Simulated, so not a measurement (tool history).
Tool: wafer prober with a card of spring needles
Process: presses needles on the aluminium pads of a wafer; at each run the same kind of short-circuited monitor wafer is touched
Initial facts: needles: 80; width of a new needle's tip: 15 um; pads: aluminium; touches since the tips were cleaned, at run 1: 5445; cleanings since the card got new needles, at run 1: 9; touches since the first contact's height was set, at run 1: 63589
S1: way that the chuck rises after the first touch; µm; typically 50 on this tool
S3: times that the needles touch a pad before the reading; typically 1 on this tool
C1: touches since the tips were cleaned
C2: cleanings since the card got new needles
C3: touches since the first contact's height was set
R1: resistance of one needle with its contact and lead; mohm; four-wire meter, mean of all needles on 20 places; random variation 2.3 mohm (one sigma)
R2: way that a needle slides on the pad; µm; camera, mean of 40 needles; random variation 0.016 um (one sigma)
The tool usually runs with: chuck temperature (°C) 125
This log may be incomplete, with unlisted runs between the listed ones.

run 1 day=0.000 | S1=50 chuck_temperature_(°C)=125 S3=1 | C1=5445 C2=9 C3=63589 | R1=377 R2=8.92
-- day=0.050 tips cleaned on abrasive film
-- day=0.483 tips cleaned on abrasive film
run 2 day=0.600 | S1=50 chuck_temperature_(°C)=125 S3=1 | C1=1715 C2=11 C3=72355 | R1=307 R2=8.86
-- day=0.921 tips cleaned on abrasive film
run 3 day=1.167 | S1=50 chuck_temperature_(°C)=125 S3=1 | C1=3649 C2=12 C3=80678 | R1=351 R2=8.85
-- day=1.333 tips cleaned on abrasive film
run 4 day=1.471 | S1=50 chuck_temperature_(°C)=125 S3=1 | C1=2032 C2=13 C3=85094 | R1=325 R2=8.85
-- day=1.758 tips cleaned on abrasive film
run 5 day=1.946 | S1=50 chuck_temperature_(°C)=125 S3=1 | C1=2749 C2=14 C3=92053 | R1=334 R2=8.84
-- day=2.200 tips cleaned on abrasive film
run 6 day=2.404 | S1=54 chuck_temperature_(°C)=125 S3=1 | C1=2991 C2=15 C3=98763 | R1=325 R2=9.51
-- day=2.629 tips cleaned on abrasive film
run 7 day=2.796 | S1=50 chuck_temperature_(°C)=125 S3=1 | C1=2411 C2=16 C3=104500 | R1=327 R2=8.82
-- day=3.050 tips cleaned on abrasive film
-- day=3.096 height of the first contact set anew
run 8 day=3.221 | S1=50 chuck_temperature_(°C)=125 S3=1 | C1=2349 C2=17 C3=1842 | R1=323 R2=9.01
-- day=3.504 tips cleaned on abrasive film
run 9 day=3.525 | S1=50 chuck_temperature_(°C)=125 S3=1 | C1=312 C2=18 C3=6275 | R1=269 R2=8.98
-- day=3.942 tips cleaned on abrasive film
run 10 day=4.096 | S1=50 chuck_temperature_(°C)=125 S3=1 | C1=2305 C2=19 C3=14696 | R1=326 R2=8.95
-- day=4.367 tips cleaned on abrasive film
run 11 day=4.608 | S1=50 chuck_temperature_(°C)=125 S3=1 | C1=3563 C2=20 C3=22162 | R1=354 R2=8.98
-- day=4.796 tips cleaned on abrasive film
run 12 day=5.125 | S1=50 chuck_temperature_(°C)=125 S3=1 | C1=4866 C2=21 C3=29758 | R1=366 R2=8.96
-- day=5.238 tips cleaned on abrasive film
run 13 day=5.538 | S1=50 chuck_temperature_(°C)=125 S3=1 | C1=4423 C2=22 C3=35784 | R1=366 R2=8.97
-- day=5.671 tips cleaned on abrasive film
run 14 day=6.021 | S1=50 chuck_temperature_(°C)=125 S3=2 | C1=5201 C2=23 C3=42905 | R1=329 R2=8.93
-- day=6.092 tips cleaned on abrasive film
-- day=6.500 tips cleaned on abrasive film
run 15 day=6.596 | S1=50 chuck_temperature_(°C)=125 S3=2 | C1=1408 C2=25 C3=51300 | R1=284 R2=8.92
-- day=6.917 tips cleaned on abrasive film
run 16 day=6.983 | S1=50 chuck_temperature_(°C)=125 S3=2 | C1=967 C2=26 C3=56962 | R1=276 R2=8.91
-- day=7.367 tips cleaned on abrasive film
run 17 day=7.533 | S1=40 chuck_temperature_(°C)=101 S3=3 | C1=2459 C2=27 C3=65038 | R1=299 R2=7.06

Run 18, settings as shown, results not yet in. Your forecast:
-- day=7.788 tips cleaned on abrasive film
run 18 day=7.979 | S1=50 chuck_temperature_(°C)=124 S3=1 | C1=2794 C2=28 C3=71548 | R1=? R2=?

R1: 340 mohm
R2: 8.87 µm
With the hidden condition absent and the run-to-run variation left alone, this run would have shown R1 255 mohm, R2 8.99 µm.
